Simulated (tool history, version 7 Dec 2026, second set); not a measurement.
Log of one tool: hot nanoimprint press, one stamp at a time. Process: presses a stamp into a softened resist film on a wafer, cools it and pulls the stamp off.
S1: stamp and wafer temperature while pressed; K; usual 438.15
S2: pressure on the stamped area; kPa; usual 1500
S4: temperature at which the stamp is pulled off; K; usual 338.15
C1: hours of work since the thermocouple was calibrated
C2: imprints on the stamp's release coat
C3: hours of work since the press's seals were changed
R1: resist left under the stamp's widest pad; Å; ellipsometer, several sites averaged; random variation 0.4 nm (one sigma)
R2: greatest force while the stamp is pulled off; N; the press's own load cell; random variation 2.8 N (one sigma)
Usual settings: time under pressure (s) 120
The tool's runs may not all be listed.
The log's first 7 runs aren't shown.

run 8 day=12.975 | S1=438.15 S2=1500 time_under_pressure_(s)=120 S4=335.15 | C1=365 C2=791 C3=632 | R1=1738 R2=161
run 9 day=14.196 | S1=438.15 S2=1500 time_under_pressure_(s)=120 S4=335.15 | C1=385 C2=860 C3=652 | R1=1733 R2=160
run 10 day=16.083 | S1=438.15 S2=1500 time_under_pressure_(s)=120 S4=335.15 | C1=416 C2=967 C3=682 | R1=1730 R2=173
-- day=17.217 stamp cleaned and given a new release coat
run 11 day=17.817 | S1=438.15 S2=1500 time_under_pressure_(s)=120 S4=345.15 | C1=440 C2=34 C3=706 | R1=1749 R2=126
-- day=18.871 plate thermocouple calibrated
run 12 day=20.067 | S1=438.15 S2=1500 time_under_pressure_(s)=120 S4=338.15 | C1=19 C2=154 C3=741 | R1=1732 R2=137
run 13 day=21.454 | S1=438.15 S2=1500 time_under_pressure_(s)=120 S4=331.15 | C1=42 C2=232 C3=763 | R1=1724 R2=145
run 14 day=22.875 | S1=438.15 S2=1500 time_under_pressure_(s)=120 S4=331.15 | C1=65 C2=313 C3=786 | R1=1722 R2=148
run 15 day=23.85 | S1=438.15 S2=1500 time_under_pressure_(s)=120 S4=331.15 | C1=81 C2=368 C3=802 | R1=1728 R2=154
-- day=24.329 press's hydraulic seals changed and the load cell set to zero
run 16 day=25.596 | S1=438.15 S2=1500 time_under_pressure_(s)=120 S4=331.15 | C1=103 C2=448 C3=21 | R1=1670 R2=154

The next listed run, before its measurement:
run 17 day=27.65 | S1=438.15 S2=1500 time_under_pressure_(s)=120 S4=331.15 | C1=137 C2=564 C3=54 | R1=? R2=?

R1: 1674 Å
R2: 159 N
Without the tool's hidden state the same run would have given R1 1727 Å, R2 140 N.

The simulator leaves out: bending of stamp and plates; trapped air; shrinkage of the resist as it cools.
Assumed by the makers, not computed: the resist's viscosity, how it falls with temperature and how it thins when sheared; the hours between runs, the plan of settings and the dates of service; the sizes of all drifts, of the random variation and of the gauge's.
